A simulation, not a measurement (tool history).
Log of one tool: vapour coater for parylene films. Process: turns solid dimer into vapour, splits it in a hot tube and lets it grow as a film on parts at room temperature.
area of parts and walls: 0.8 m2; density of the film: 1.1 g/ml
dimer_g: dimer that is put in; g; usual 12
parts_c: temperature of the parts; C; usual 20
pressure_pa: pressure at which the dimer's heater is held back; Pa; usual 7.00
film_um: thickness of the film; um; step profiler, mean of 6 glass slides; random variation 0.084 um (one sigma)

run 1 hour=0.0 | dimer_g=12 parts_c=20 pressure_pa=7.00 | film_um=9.83
run 2 hour=40.2 | dimer_g=12 parts_c=20 pressure_pa=7.00 | film_um=9.84
run 3 hour=79.5 | dimer_g=12 parts_c=20 pressure_pa=7.00 | film_um=9.70
run 4 hour=107.2 | dimer_g=12 parts_c=20 pressure_pa=7.00 | film_um=9.74
run 5 hour=155.2 | dimer_g=12 parts_c=20 pressure_pa=7.00 | film_um=9.61
run 6 hour=207.5 | dimer_g=12 parts_c=20 pressure_pa=7.00 | film_um=9.54
-- hour=214.5 trap's valve overhauled
run 7 hour=250.8 | dimer_g=12 parts_c=20 pressure_pa=7.00 | film_um=9.14
run 8 hour=294.0 | dimer_g=7 parts_c=24 pressure_pa=2.86 | film_um=5.21
run 9 hour=322.2 | dimer_g=16 parts_c=20 pressure_pa=2.31 | film_um=13.06
run 10 hour=355.8 | dimer_g=16 parts_c=20 pressure_pa=2.31 | film_um=13.22
run 11 hour=404.8 | dimer_g=14 parts_c=20 pressure_pa=3.73 | film_um=11.07
run 12 hour=441.2 | dimer_g=14 parts_c=20 pressure_pa=3.73 | film_um=10.86
run 13 hour=474.0 | dimer_g=12 parts_c=20 pressure_pa=3.17 | film_um=9.21
run 14 hour=501.4 | dimer_g=21 parts_c=17 pressure_pa=11.96 | film_um=15.67

Forecast each of these 3 alternatives for the next run:
-- hour=522.3 trap's valve overhauled, once more
run A hour=529.4 | dimer_g=17 parts_c=17 pressure_pa=11.96 | film_um=?
-- hour=522.3 trap's valve overhauled, once more
run B hour=529.4 | dimer_g=12 parts_c=15 pressure_pa=2.24 | film_um=?
-- hour=522.3 trap's valve overhauled, once more
run C hour=529.4 | dimer_g=21 parts_c=28 pressure_pa=2.56 | film_um=?

run=A film_um=14.60
run=B film_um=12.27
run=C film_um=15.79
Without the tool's hidden state the same runs would have given:
run=A film_um=14.82
run=B film_um=12.45
run=C film_um=16.02

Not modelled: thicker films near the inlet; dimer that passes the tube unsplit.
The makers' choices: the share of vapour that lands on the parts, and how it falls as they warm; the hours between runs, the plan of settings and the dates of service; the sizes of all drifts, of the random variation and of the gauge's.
